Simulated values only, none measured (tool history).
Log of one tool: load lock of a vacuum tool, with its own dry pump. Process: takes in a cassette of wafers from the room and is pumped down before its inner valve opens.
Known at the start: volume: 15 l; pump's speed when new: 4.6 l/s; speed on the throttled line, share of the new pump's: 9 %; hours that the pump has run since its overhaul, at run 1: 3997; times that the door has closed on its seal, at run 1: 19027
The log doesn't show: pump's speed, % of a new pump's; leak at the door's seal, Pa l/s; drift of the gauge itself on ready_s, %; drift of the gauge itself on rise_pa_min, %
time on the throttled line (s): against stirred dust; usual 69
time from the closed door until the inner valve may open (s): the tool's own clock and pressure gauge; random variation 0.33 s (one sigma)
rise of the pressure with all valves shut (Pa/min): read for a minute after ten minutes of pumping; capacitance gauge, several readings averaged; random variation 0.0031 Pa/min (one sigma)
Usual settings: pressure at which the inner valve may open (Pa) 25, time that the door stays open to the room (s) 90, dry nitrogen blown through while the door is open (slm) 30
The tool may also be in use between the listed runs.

run	hour	time on the throttled line (s)	pressure at which the inner valve may open (Pa)	time that the door stays open to the room (s)	dry nitrogen blown through while the door is open (slm)	hours that the pump has run since its overhaul	times that the door has closed on its seal	incoming humidity of the room's air, %	time from the closed door until the inner valve may open (s)	rise of the pressure with all valves shut (Pa/min)
1	0.0	69	25	90	30	3997	19027	45.8	91.8	0.100
2	196.9	69	25	90	30	4194	19463	43.1	92.1	0.101
3	323.1	83	25	90	30	4320	19743	42.0	103.6	0.106
4	550.3	69	25	90	30	4547	20246	46.6	92.2	0.112
5	764.6	69	25	90	30	4761	20720	44.9	92.2	0.105
6	953.4	69	25	90	30	4950	21138	42.9	92.0	0.102
7	1174.2	69	25	90	30	5171	21627	46.7	92.0	0.109
8	1357.5	69	25	90	30	5354	22033	44.4	91.7	0.104
9	1476.8	69	25	90	30	5474	22297	47.8	92.9	0.114
10	1669.4	69	25	87	30	5666	22724	45.0	92.1	0.104
11	1907.1	69	25	66	5	5904	23250	42.9	92.4	0.127
12	2012.2	87	25	227	39	6009	23482	43.3	108.6	0.168
13	2136.5	102	25	76	8	6133	23758	46.8	122.0	0.141
14	2340.1	69	25	63	30	6337	24209	47.0	92.4	0.105
15	2577.0	129	20	222	13	6574	24733	45.9	147.6	0.231
16	2758.8	38	28	46	13	6755	25136	45.1	64.5	0.104
17	2890.3	50	48	46	15	6887	25427	44.9	73.0	0.105
18	3020.4	69	25	90	6	7017	25715	48.4	93.4	0.155
19	3259.7	69	25	90	6	7256	26245	46.4	93.7	0.160

4 ways to go on from here, each from the tool as it stands after run 19. What would each give?
A	3459.9	69	25	90	31	7457	26688	44.8	?	?
B	3459.9	53	46	30	6	7457	26688	46.6	?	?
C	3459.9	99	42	64	30	7457	26688	45.5	?	?
D	3459.9	69	25	90	16	7457	26688	46.1	?	?

run	time from the closed door until the inner valve may open (s)	rise of the pressure with all valves shut (Pa/min)
A	93.6	0.122
B	77.4	0.109
C	118.6	0.107
D	93.4	0.139
Without the tool's hidden state the same runs would have given:
run	time from the closed door until the inner valve may open (s)	rise of the pressure with all valves shut (Pa/min)
A	90.0	0.069
B	73.9	0.057
C	115.8	0.056
D	89.8	0.088
